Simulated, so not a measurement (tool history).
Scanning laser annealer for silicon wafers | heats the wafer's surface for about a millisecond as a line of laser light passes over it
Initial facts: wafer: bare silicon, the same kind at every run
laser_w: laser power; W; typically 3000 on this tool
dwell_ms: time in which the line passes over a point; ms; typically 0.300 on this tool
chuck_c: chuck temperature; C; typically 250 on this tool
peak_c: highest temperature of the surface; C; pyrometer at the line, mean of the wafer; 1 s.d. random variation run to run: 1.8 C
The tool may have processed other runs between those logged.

run   hour  laser_w  dwell_ms  chuck_c  peak_c
  1    0.0     3000     0.300      250     987
  2   24.1     3000     0.211      250     862
  3   62.5     3000     0.211      250     854
  4   90.0     3000     0.211      250     856
  5  125.1     3000     0.211      250     854
  6  145.6     3000     0.211      250     856
  7  183.0     3000     0.211      250     855
  8  214.5     3000     0.211      250     851
     232.8  -- window over the wafer cleaned
  9  243.9     3006     0.300      250    1009
 10  282.5     3006     0.300      250    1014
 11  318.3     3000     0.300      250    1010
 12  339.6     3000     0.300      250    1008

Run 13 comes next. What will it give?
 13  377.6     3000     0.300      250       ?

peak_c: 1007 C
Without the tool's hidden state the same run would have given peak_c 1020 C.
